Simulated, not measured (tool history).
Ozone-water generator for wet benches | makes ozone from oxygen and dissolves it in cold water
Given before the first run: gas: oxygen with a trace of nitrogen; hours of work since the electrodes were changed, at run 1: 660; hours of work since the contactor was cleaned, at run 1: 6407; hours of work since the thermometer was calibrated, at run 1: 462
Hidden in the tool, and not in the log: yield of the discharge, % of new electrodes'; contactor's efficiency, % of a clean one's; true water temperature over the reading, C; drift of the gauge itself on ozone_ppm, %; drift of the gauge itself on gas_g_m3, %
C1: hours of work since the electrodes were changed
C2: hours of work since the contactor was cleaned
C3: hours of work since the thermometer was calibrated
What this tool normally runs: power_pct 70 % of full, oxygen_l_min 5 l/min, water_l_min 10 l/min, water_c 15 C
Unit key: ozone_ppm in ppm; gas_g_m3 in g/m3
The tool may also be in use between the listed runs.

Run 1, hour 0: usual settings; C1 660; C2 6407; C3 462. Result: ozone_ppm 32.4 ppm, gas_g_m3 237.4 g/m3.
Run 2, hour 15: usual settings; C1 670; C2 6416; C3 471. Result: ozone_ppm 32.2 ppm, gas_g_m3 234.3 g/m3.
Run 3, hour 33.6: usual settings; C1 682; C2 6428; C3 483. Result: ozone_ppm 32 ppm, gas_g_m3 237.1 g/m3.
Run 4, hour 67.1: usual settings; C1 703; C2 6449; C3 504. Result: ozone_ppm 32.1 ppm, gas_g_m3 238.8 g/m3.
Run 5, hour 100.2: usual settings; C1 723; C2 6470; C3 525. Result: ozone_ppm 32.1 ppm, gas_g_m3 239.4 g/m3.
Run 6, hour 132.5: usual settings but power_pct 55 % of full; C1 744; C2 6490; C3 545. Result: ozone_ppm 26.8 ppm, gas_g_m3 194.3 g/m3.
Run 7, hour 159.5: usual settings but power_pct 55 % of full; C1 761; C2 6507; C3 562. Result: ozone_ppm 26.4 ppm, gas_g_m3 195 g/m3.
Run 8, hour 178.5: usual settings; C1 773; C2 6519; C3 574. Result: ozone_ppm 32.2 ppm, gas_g_m3 236.3 g/m3.
Run 9, hour 207.1: usual settings; C1 791; C2 6537; C3 592. Result: ozone_ppm 32.3 ppm, gas_g_m3 236.1 g/m3.
Run 10, hour 225.8: usual settings; C1 802; C2 6549; C3 604. Result: ozone_ppm 32.1 ppm, gas_g_m3 235.7 g/m3.
At hour 228.9: water thermometer calibrated.
Run 11, hour 249.2: usual settings; C1 817; C2 6563; C3 13. Result: ozone_ppm 31.6 ppm, gas_g_m3 235.3 g/m3.
Run 12, hour 280.3: usual settings; C1 836; C2 6583; C3 32. Result: ozone_ppm 32.1 ppm, gas_g_m3 235.4 g/m3.
Run 13, hour 295.1: usual settings but oxygen_l_min 3.47 l/min; C1 846; C2 6592; C3 42. Result: ozone_ppm 30.9 ppm, gas_g_m3 270.2 g/m3.
Run 14, hour 322.7: usual settings but water_c 8 C; C1 863; C2 6609; C3 59. Result: ozone_ppm 36.5 ppm, gas_g_m3 235.6 g/m3.
Run 15, hour 342.3: usual settings but water_c 8 C; C1 875; C2 6622; C3 71. Result: ozone_ppm 36.8 ppm, gas_g_m3 234.3 g/m3.
Run 16, hour 364.9: usual settings; C1 890; C2 6636; C3 85. Result: ozone_ppm 32 ppm, gas_g_m3 235.2 g/m3.
At hour 370.4: water thermometer calibrated, once more.
Run 17, hour 385.5: usual settings; C1 902; C2 6648; C3 9. Result: ozone_ppm 32.4 ppm, gas_g_m3 234.1 g/m3.
Run 18, hour 399.9: usual settings but oxygen_l_min 7.46 l/min; C1 911; C2 6657; C3 19. Result: ozone_ppm 32.1 ppm, gas_g_m3 204.6 g/m3.
Run 19, hour 429.8: usual settings but oxygen_l_min 7.46 l/min; C1 930; C2 6676; C3 37. Result: ozone_ppm 32.1 ppm, gas_g_m3 204 g/m3.
Run 20, hour 459.5: usual settings but power_pct 61 % of full, oxygen_l_min 3.09 l/min, water_l_min 9 l/min, water_c 12 C; C1 949; C2 6695; C3 56. Result: ozone_ppm 30.8 ppm, gas_g_m3 253.4 g/m3.
Run 21, hour 484.9: usual settings but power_pct 60 % of full, water_l_min 12 l/min; C1 965; C2 6711; C3 72. Result: ozone_ppm 25.2 ppm, gas_g_m3 207.4 g/m3.
Run 22, hour 511.3: usual settings but power_pct 60 % of full, oxygen_l_min 5.1 l/min, water_l_min 8 l/min; C1 981; C2 6727; C3 89. Result: ozone_ppm 32.6 ppm, gas_g_m3 206.8 g/m3.
Run 23, hour 537.7: usual settings but power_pct 60 % of full, oxygen_l_min 5.1 l/min, water_l_min 8 l/min; C1 998; C2 6744; C3 105. Result: ozone_ppm 32.5 ppm, gas_g_m3 205.3 g/m3.
Run 24, hour 567.3: usual settings but power_pct 60 % of full, oxygen_l_min 5.1 l/min, water_l_min 8 l/min; C1 1016; C2 6763; C3 124. Result: ozone_ppm 32.6 ppm, gas_g_m3 206.1 g/m3.
Run 25, hour 587.1: usual settings but power_pct 43 % of full, oxygen_l_min 3.15 l/min, water_l_min 9 l/min, water_c 7 C; C1 1029; C2 6775; C3 136. Result: ozone_ppm 25.4 ppm, gas_g_m3 188.5 g/m3.
Run 26, hour 610.1: usual settings but power_pct 43 % of full, oxygen_l_min 3.15 l/min, water_l_min 9 l/min, water_c 7 C; C1 1043; C2 6790; C3 151. Result: ozone_ppm 25 ppm, gas_g_m3 189.5 g/m3.
Run 27, hour 636.7: usual settings but power_pct 64 % of full; C1 1060; C2 6806; C3 167. Result: ozone_ppm 29.6 ppm, gas_g_m3 219.6 g/m3.
Run 28, hour 670.3: usual settings but power_pct 64 % of full; C1 1081; C2 6827; C3 189. Result: ozone_ppm 29.9 ppm, gas_g_m3 218.7 g/m3.
Run 29, hour 698.7: usual settings but power_pct 80 % of full, oxygen_l_min 3.21 l/min, water_l_min 15 l/min, water_c 10 C; C1 1099; C2 6845; C3 206. Result: ozone_ppm 26 ppm, gas_g_m3 304.1 g/m3.
Run 30, hour 728.9: usual settings but water_c 13 C; C1 1118; C2 6864; C3 225. Result: ozone_ppm 33.4 ppm, gas_g_m3 234.2 g/m3.
Run 31, hour 762.7: usual settings but oxygen_l_min 4.17 l/min, water_l_min 16 l/min, water_c 17 C; C1 1139; C2 6885; C3 247. Result: ozone_ppm 21.5 ppm, gas_g_m3 251.1 g/m3.
Run 32, hour 782: usual settings but oxygen_l_min 8.87 l/min, water_l_min 13 l/min, water_c 16 C; C1 1151; C2 6898; C3 259. Result: ozone_ppm 26.9 ppm, gas_g_m3 190.8 g/m3.

For each entry between runs, how does the tool's hidden state at the last listed run before it compare with that at the first listed run after it?
After run 10, before run 11: water thermometer calibrated (hour 228.9)
  true water temperature over the reading, C: 0.03 -> 0.05
  difference, measured minus the result without the unlogged condition, ozone_ppm: -2.7 -> -2.6 ppm; gas_g_m3: -7.5 -> -7.6 g/m3
After run 16, before run 17: water thermometer calibrated, once more (hour 370.4)
  true water temperature over the reading, C: 0.05 -> -0.08
  difference, measured minus the result without the unlogged condition, ozone_ppm: -2.8 -> -2.8 ppm; gas_g_m3: -8.1 -> -8.1 g/m3

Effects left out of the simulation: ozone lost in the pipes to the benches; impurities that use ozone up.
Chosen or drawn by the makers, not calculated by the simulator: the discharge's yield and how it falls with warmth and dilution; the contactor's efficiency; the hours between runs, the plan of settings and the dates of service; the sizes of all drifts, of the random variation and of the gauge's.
